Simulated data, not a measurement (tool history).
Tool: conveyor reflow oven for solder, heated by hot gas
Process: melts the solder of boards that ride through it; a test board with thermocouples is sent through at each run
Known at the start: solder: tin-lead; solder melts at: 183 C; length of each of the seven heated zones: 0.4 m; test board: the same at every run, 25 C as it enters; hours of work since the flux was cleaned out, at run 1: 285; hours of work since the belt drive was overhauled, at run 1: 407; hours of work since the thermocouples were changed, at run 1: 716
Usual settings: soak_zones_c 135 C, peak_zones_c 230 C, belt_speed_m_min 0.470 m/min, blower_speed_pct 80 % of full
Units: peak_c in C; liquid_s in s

| run | day | soak_zones_c | peak_zones_c | belt_speed_m_min | blower_speed_pct | hours of work since the flux was cleaned out | hours of work since the belt drive was overhauled | hours of work since the thermocouples were changed | peak_c | liquid_s |
|---|---|---|---|---|---|---|---|---|---|---|
| 1 | 0.000 | 135 | 230 | 0.470 | 80 | 285 | 407 | 716 | 220.3 | 79.2 |
| 2 | 3.883 | 135 | 230 | 0.470 | 56 | 337 | 459 | 768 | 216.3 | 73.1 |
| 3 | 7.012 | 135 | 230 | 0.470 | 52 | 378 | 500 | 810 | 214.5 | 72.2 |
|  | 7.883 | flux residue cleaned out of gas plates and filters |
| 4 | 10.888 | 135 | 230 | 0.470 | 52 | 40 | 549 | 858 | 216.4 | 74.4 |
| 5 | 14.462 | 135 | 230 | 0.470 | 62 | 88 | 596 | 906 | 218.6 | 77.9 |
| 6 | 18.558 | 135 | 230 | 0.470 | 62 | 142 | 651 | 961 | 218.8 | 76.5 |
| 7 | 22.529 | 135 | 237 | 0.470 | 80 | 195 | 704 | 1013 | 227.8 | 86.1 |
|  | 22.883 | thermocouples of zones 6 and 7 changed |
| 8 | 25.529 | 135 | 236 | 0.470 | 80 | 234 | 743 | 35 | 223.6 | 82.6 |
| 9 | 28.075 | 135 | 230 | 0.470 | 80 | 268 | 776 | 69 | 218.4 | 78.5 |
| 10 | 32.225 | 135 | 230 | 0.470 | 62 | 323 | 832 | 124 | 214.9 | 73.2 |
| 11 | 35.325 | 137 | 230 | 0.470 | 80 | 364 | 873 | 166 | 218.5 | 78.9 |
|  | 37.283 | flux residue cleaned out of gas plates and filters |
| 12 | 38.700 | 135 | 224 | 0.470 | 80 | 19 | 915 | 208 | 214.4 | 75.4 |
| 13 | 42.446 | 135 | 230 | 0.470 | 80 | 69 | 965 | 258 | 219.9 | 79.8 |
| 14 | 45.546 | 135 | 230 | 0.470 | 80 | 110 | 1006 | 299 | 220.0 | 79.7 |
| 15 | 48.462 | 135 | 230 | 0.470 | 80 | 149 | 1045 | 338 | 219.3 | 79.0 |
| 16 | 50.596 | 135 | 230 | 0.470 | 80 | 177 | 1073 | 366 | 219.5 | 79.9 |
| 17 | 52.950 | 135 | 230 | 0.470 | 80 | 209 | 1105 | 397 | 219.6 | 80.2 |
| 18 | 57.304 | 135 | 230 | 0.470 | 80 | 266 | 1163 | 455 | 219.9 | 80.0 |
| 19 | 61.400 | 135 | 230 | 0.470 | 80 | 321 | 1217 | 510 | 219.6 | 80.1 |
| 20 | 64.483 | 133 | 230 | 0.550 | 52 | 362 | 1258 | 551 | 207.7 | 52.6 |
|  | 66.679 | flux residue cleaned out of gas plates and filters |
| 21 | 68.692 | 133 | 230 | 0.550 | 52 | 27 | 1311 | 604 | 210.1 | 54.1 |
| 22 | 71.771 | 136 | 228 | 0.550 | 61 | 68 | 1352 | 645 | 211.1 | 59.1 |
| 23 | 75.246 | 135 | 230 | 0.470 | 85 | 114 | 1399 | 691 | 221.5 | 82.5 |

The next listed run, before its measurement:
| 24 | 77.600 | 135 | 219 | 0.419 | 88 | 145 | 1430 | 723 | ? | ? |

peak_c: 215.0 C
liquid_s: 87.0 s
Without the tool's hidden state the same run would have given peak_c 212.8 C, liquid_s 84.0 s.
